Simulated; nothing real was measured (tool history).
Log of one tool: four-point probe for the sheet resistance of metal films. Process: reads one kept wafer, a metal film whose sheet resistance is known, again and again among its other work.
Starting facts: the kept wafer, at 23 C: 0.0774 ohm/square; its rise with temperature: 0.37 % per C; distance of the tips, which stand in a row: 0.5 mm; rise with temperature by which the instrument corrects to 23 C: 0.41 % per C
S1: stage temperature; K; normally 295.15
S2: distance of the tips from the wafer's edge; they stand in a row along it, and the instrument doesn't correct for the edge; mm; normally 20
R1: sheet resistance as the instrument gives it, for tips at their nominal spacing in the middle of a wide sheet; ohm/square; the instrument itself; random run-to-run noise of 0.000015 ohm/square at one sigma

Run 1, hour 0.0: usual settings. Result: R1 0.077782 ohm/square.
Run 2, hour 31.5: usual settings but S1 304.15 K. Result: R1 0.077497 ohm/square.
Run 3, hour 55.9: usual settings but S1 304.15 K. Result: R1 0.077500 ohm/square.
Run 4, hour 81.7: usual settings. Result: R1 0.077725 ohm/square.
Run 5, hour 111.9: usual settings. Result: R1 0.077727 ohm/square.
Run 6, hour 133.8: usual settings but S1 300.15 K, S2 17 mm. Result: R1 0.077611 ohm/square.
Run 7, hour 158.5: usual settings but S1 296.15 K. Result: R1 0.077685 ohm/square.
Run 8, hour 194.4: usual settings but S1 296.15 K, S2 64 mm. Result: R1 0.077666 ohm/square.
Run 9, hour 230.3: usual settings but S1 301.15 K, S2 19 mm. Result: R1 0.077536 ohm/square.
Run 10, hour 263.5: usual settings but S1 308.15 K, S2 9 mm. Result: R1 0.077413 ohm/square.

Alternative continuations, all from the tool just after run 10; predict every row:
Run A, hour 298.7: usual settings but S1 304.15 K, S2 22 mm. Result: R1 ?.
Run B, hour 298.7: usual settings but S1 294.15 K, S2 64 mm. Result: R1 ?.
Run C, hour 298.7: usual settings but S1 300.15 K, S2 21 mm. Result: R1 ?.
Run D, hour 298.7: usual settings but S1 293.15 K, S2 56 mm. Result: R1 ?.
Run E, hour 298.7: usual settings but S1 308.15 K, S2 3 mm. Result: R1 ?.

run        R1
  A  0.077438
  B  0.077699
  C  0.077551
  D  0.077744
  E  0.078434
Stripped of hidden state, with their random variation kept, the same runs would have yielded:
run        R1
  A  0.077200
  B  0.077464
  C  0.077315
  D  0.077509
  E  0.078193
